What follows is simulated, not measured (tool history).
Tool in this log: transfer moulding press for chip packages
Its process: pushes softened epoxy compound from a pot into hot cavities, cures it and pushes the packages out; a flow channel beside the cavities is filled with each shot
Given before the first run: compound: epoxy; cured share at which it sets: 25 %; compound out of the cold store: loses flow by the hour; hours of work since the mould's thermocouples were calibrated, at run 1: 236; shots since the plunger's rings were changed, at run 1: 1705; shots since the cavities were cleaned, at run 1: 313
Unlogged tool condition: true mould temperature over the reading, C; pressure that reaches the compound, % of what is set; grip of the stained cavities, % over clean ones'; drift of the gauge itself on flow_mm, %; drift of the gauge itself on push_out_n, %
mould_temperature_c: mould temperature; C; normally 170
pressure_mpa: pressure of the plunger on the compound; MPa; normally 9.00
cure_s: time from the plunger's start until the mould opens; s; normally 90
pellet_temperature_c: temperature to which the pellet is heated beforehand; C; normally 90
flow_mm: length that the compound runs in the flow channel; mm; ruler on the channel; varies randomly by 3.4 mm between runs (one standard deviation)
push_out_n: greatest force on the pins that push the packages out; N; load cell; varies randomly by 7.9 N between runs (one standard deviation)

| run | hour | mould_temperature_c | pressure_mpa | cure_s | pellet_temperature_c | hours of work since the mould's thermocouples were calibrated | shots since the plunger's rings were changed | shots since the cavities were cleaned | incoming compound's hours out of the cold store | flow_mm | push_out_n |
|---|---|---|---|---|---|---|---|---|---|---|---|
| 1 | 0.0 | 170 | 9.00 | 90 | 90 | 236 | 1705 | 313 | 11.2 | 738 | 469 |
|  | 33.0 | cavities cleaned with cleaning compound and waxed |
| 2 | 39.6 | 170 | 9.00 | 90 | 90 | 262 | 2179 | 82 | 34.1 | 669 | 382 |
| 3 | 86.9 | 170 | 9.00 | 90 | 90 | 294 | 2766 | 669 | 24.4 | 684 | 533 |
|  | 92.0 | cavities cleaned with cleaning compound and waxed |
|  | 105.7 | plunger's sealing rings changed |
| 4 | 142.9 | 170 | 10.58 | 90 | 90 | 329 | 462 | 601 | 20.7 | 793 | 531 |
|  | 155.1 | cavities cleaned with cleaning compound and waxed |
| 5 | 193.2 | 170 | 9.00 | 90 | 98 | 362 | 1069 | 474 | 12.9 | 744 | 521 |
|  | 213.9 | cavities cleaned with cleaning compound and waxed |
| 6 | 227.2 | 170 | 9.00 | 90 | 98 | 384 | 1473 | 166 | 26.5 | 697 | 419 |
|  | 273.2 | cavities cleaned with cleaning compound and waxed |
| 7 | 276.7 | 170 | 9.00 | 90 | 98 | 417 | 2070 | 44 | 18.6 | 713 | 355 |
| 8 | 306.2 | 170 | 9.00 | 90 | 98 | 437 | 2437 | 411 | 41.1 | 643 | 492 |
|  | 330.7 | cavities cleaned with cleaning compound and waxed |
| 9 | 330.7 | 170 | 9.00 | 90 | 98 | 453 | 2722 | 0 | 15.2 | 715 | 334 |
|  | 335.3 | mould's thermocouples calibrated |
|  | 352.3 | plunger's sealing rings changed |
| 10 | 369.9 | 170 | 9.00 | 90 | 98 | 22 | 219 | 432 | 34.1 | 693 | 519 |
|  | 393.5 | cavities cleaned with cleaning compound and waxed |
| 11 | 418.2 | 170 | 9.00 | 90 | 98 | 54 | 801 | 307 | 15.3 | 743 | 478 |
| 12 | 445.4 | 170 | 9.00 | 83 | 90 | 72 | 1139 | 645 | 11.4 | 756 | 628 |
|  | 452.7 | cavities cleaned with cleaning compound and waxed |
| 13 | 488.7 | 170 | 9.00 | 83 | 90 | 101 | 1658 | 447 | 19.8 | 718 | 590 |
|  | 510.9 | cavities cleaned with cleaning compound and waxed |
| 14 | 521.5 | 171 | 9.00 | 78 | 92 | 122 | 2049 | 132 | 35.1 | 664 | 453 |
| 15 | 561.5 | 170 | 8.90 | 96 | 82 | 149 | 2545 | 628 | 21.9 | 699 | 500 |
|  | 569.5 | cavities cleaned with cleaning compound and waxed |
|  | 596.5 | plunger's sealing rings changed |
| 16 | 600.9 | 170 | 10.46 | 90 | 84 | 173 | 54 | 359 | 39.8 | 737 | 477 |
|  | 629.8 | cavities cleaned with cleaning compound and waxed |
|  | 640.1 | mould's thermocouples calibrated, once more |
| 17 | 653.8 | 170 | 10.46 | 90 | 84 | 9 | 668 | 273 | 26.1 | 778 | 449 |
| 18 | 683.6 | 164 | 10.46 | 90 | 84 | 30 | 1040 | 645 | 14.8 | 817 | 716 |
|  | 690.8 | cavities cleaned with cleaning compound and waxed |
| 19 | 715.7 | 164 | 10.46 | 90 | 84 | 50 | 1420 | 310 | 43.0 | 714 | 607 |
| 20 | 741.4 | 164 | 10.46 | 90 | 84 | 68 | 1740 | 630 | 25.5 | 769 | 698 |
|  | 751.1 | cavities cleaned with cleaning compound and waxed |
| 21 | 790.7 | 164 | 9.28 | 90 | 88 | 100 | 2333 | 492 | 45.9 | 654 | 643 |

3 ways to go on from here, each from the tool as it stands after run 21. What would each give?
|  | 811.8 | cavities cleaned with cleaning compound and waxed |
| A | 822.5 | 176 | 8.67 | 90 | 82 | 121 | 2711 | 134 | 14.6 | ? | ? |
|  | 811.8 | cavities cleaned with cleaning compound and waxed |
| B | 822.5 | 164 | 9.28 | 87 | 99 | 121 | 2711 | 134 | 36.4 | ? | ? |
|  | 811.8 | cavities cleaned with cleaning compound and waxed |
| C | 822.5 | 170 | 9.00 | 85 | 81 | 121 | 2711 | 134 | 43.9 | ? | ? |

| run | flow_mm | push_out_n |
|---|---|---|
| A | 684 | 378 |
| B | 680 | 530 |
| C | 633 | 435 |
With the hidden condition removed and each run's random variation left untouched, the same runs would have given:
| run | flow_mm | push_out_n |
|---|---|---|
| A | 721 | 321 |
| B | 717 | 448 |
| C | 668 | 368 |
